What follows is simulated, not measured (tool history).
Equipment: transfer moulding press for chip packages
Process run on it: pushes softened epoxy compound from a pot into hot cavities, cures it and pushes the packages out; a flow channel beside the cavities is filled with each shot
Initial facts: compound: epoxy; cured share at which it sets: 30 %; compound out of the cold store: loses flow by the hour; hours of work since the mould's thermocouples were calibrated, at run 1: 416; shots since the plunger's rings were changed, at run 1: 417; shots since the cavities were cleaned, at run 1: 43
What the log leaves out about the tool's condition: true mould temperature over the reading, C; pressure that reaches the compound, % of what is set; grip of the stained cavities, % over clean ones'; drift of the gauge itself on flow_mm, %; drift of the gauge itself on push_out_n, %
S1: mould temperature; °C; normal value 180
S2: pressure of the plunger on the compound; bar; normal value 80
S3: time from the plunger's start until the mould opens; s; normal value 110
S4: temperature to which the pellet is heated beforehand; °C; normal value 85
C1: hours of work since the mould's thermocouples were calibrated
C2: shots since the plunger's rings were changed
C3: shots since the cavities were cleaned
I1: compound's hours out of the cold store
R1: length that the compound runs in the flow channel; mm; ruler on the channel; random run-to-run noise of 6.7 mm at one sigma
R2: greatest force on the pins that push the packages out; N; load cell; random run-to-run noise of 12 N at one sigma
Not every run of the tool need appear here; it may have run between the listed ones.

run 1 hour=0 | S1=180 S2=80 S3=110 S4=85 | C1=416 C2=417 C3=43 | I1=10.4 | R1=964 R2=625
-- hour=22.8 mould's thermocouples calibrated
run 2 hour=39.8 | S1=180 S2=80 S3=110 S4=85 | C1=13 C2=880 C3=506 | I1=47.2 | R1=855 R2=1005
-- hour=61.8 cavities cleaned with cleaning compound and waxed
-- hour=129.3 cavities cleaned with cleaning compound and waxed
run 3 hour=134.4 | S1=180 S2=80 S3=110 S4=85 | C1=82 C2=2001 C3=63 | I1=46 | R1=854 R2=637
-- hour=195.2 cavities cleaned with cleaning compound and waxed
run 4 hour=195.3 | S1=180 S2=65.7 S3=110 S4=85 | C1=126 C2=2728 C3=0 | I1=24.9 | R1=834 R2=584
-- hour=259.2 cavities cleaned with cleaning compound and waxed
run 5 hour=259.2 | S1=180 S2=65.7 S3=110 S4=85 | C1=173 C2=3494 C3=0 | I1=10.6 | R1=847 R2=562
-- hour=327.4 cavities cleaned with cleaning compound and waxed
run 6 hour=343.2 | S1=180 S2=65.7 S3=110 S4=85 | C1=235 C2=4503 C3=193 | I1=39 | R1=773 R2=733
-- hour=391.4 cavities cleaned with cleaning compound and waxed
run 7 hour=391.4 | S1=180 S2=65.7 S3=110 S4=85 | C1=271 C2=5076 C3=0 | I1=33.6 | R1=786 R2=577
-- hour=404.8 plunger's sealing rings changed
run 8 hour=437 | S1=177 S2=65.7 S3=110 S4=85 | C1=303 C2=395 C3=527 | I1=14.9 | R1=872 R2=1281
-- hour=456.6 cavities cleaned with cleaning compound and waxed
run 9 hour=510.9 | S1=177 S2=65.7 S3=110 S4=85 | C1=357 C2=1283 C3=666 | I1=17.1 | R1=873 R2=1322
-- hour=522.7 cavities cleaned with cleaning compound and waxed
run 10 hour=575.5 | S1=177 S2=65.7 S3=110 S4=85 | C1=405 C2=2055 C3=647 | I1=27.3 | R1=820 R2=1269
-- hour=590.1 cavities cleaned with cleaning compound and waxed
-- hour=616.3 mould's thermocouples calibrated
run 11 hour=649.6 | S1=177 S2=65.7 S3=110 S4=85 | C1=25 C2=2920 C3=705 | I1=13.6 | R1=862 R2=1478
-- hour=655.9 cavities cleaned with cleaning compound and waxed
-- hour=718.5 cavities cleaned with cleaning compound and waxed
run 12 hour=743.9 | S1=177 S2=65.7 S3=125 S4=89 | C1=94 C2=4038 C3=311 | I1=24.6 | R1=821 R2=874
-- hour=788.8 cavities cleaned with cleaning compound and waxed
run 13 hour=831.9 | S1=184 S2=80 S3=110 S4=85 | C1=159 C2=5096 C3=526 | I1=29.4 | R1=872 R2=907
-- hour=846.4 plunger's sealing rings changed
-- hour=858.1 cavities cleaned with cleaning compound and waxed
run 14 hour=889.1 | S1=184 S2=89.7 S3=125 S4=85 | C1=199 C2=504 C3=380 | I1=24.8 | R1=956 R2=731
-- hour=925.9 cavities cleaned with cleaning compound and waxed
run 15 hour=935.3 | S1=180 S2=80 S3=136 S4=86 | C1=232 C2=1052 C3=115 | I1=33.6 | R1=903 R2=561
run 16 hour=982.3 | S1=180 S2=80 S3=136 S4=86 | C1=268 C2=1628 C3=691 | I1=24 | R1=917 R2=844
-- hour=994.9 cavities cleaned with cleaning compound and waxed
-- hour=1058.8 cavities cleaned with cleaning compound and waxed
run 17 hour=1058.8 | S1=184 S2=80 S3=110 S4=85 | C1=323 C2=2527 C3=0 | I1=24.4 | R1=903 R2=504
-- hour=1126.2 cavities cleaned with cleaning compound and waxed
run 18 hour=1150.5 | S1=180 S2=78.4 S3=117 S4=80 | C1=391 C2=3633 C3=298 | I1=21.1 | R1=917 R2=798
-- hour=1192.8 cavities cleaned with cleaning compound and waxed
run 19 hour=1204.1 | S1=180 S2=71.5 S3=108 S4=80 | C1=430 C2=4270 C3=138 | I1=37.3 | R1=827 R2=733
-- hour=1214.5 mould's thermocouples calibrated
-- hour=1262.2 cavities cleaned with cleaning compound and waxed
run 20 hour=1262.5 | S1=179 S2=67.8 S3=112 S4=89 | C1=35 C2=4942 C3=3 | I1=13.6 | R1=859 R2=589
-- hour=1287 plunger's sealing rings changed
-- hour=1329.2 cavities cleaned with cleaning compound and waxed
run 21 hour=1347.3 | S1=180 S2=87.7 S3=105 S4=85 | C1=96 C2=719 C3=221 | I1=29.1 | R1=954 R2=877

Measured result minus the same run's result without the hidden state. Both carry the same run-to-run variation, though not necessarily the same gauge scatter:
run=1 R1=-10 R2=+35
run=2 R1=-10 R2=+436
run=3 R1=-18 R2=+77
run=4 R1=-21 R2=-3
run=5 R1=-27 R2=-17
run=6 R1=-32 R2=+173
run=7 R1=-37 R2=-9
run=8 R1=-8 R2=+537
run=9 R1=-14 R2=+593
run=10 R1=-18 R2=+569
run=11 R1=-21 R2=+721
run=12 R1=-27 R2=+312
run=13 R1=-37 R2=+409
run=14 R1=-5 R2=+285
run=15 R1=-8 R2=+102
run=16 R1=-13 R2=+397
run=17 R1=-19 R2=+7
run=18 R1=-28 R2=+266
run=19 R1=-29 R2=+128
run=20 R1=-34 R2=-1
run=21 R1=-6 R2=+238

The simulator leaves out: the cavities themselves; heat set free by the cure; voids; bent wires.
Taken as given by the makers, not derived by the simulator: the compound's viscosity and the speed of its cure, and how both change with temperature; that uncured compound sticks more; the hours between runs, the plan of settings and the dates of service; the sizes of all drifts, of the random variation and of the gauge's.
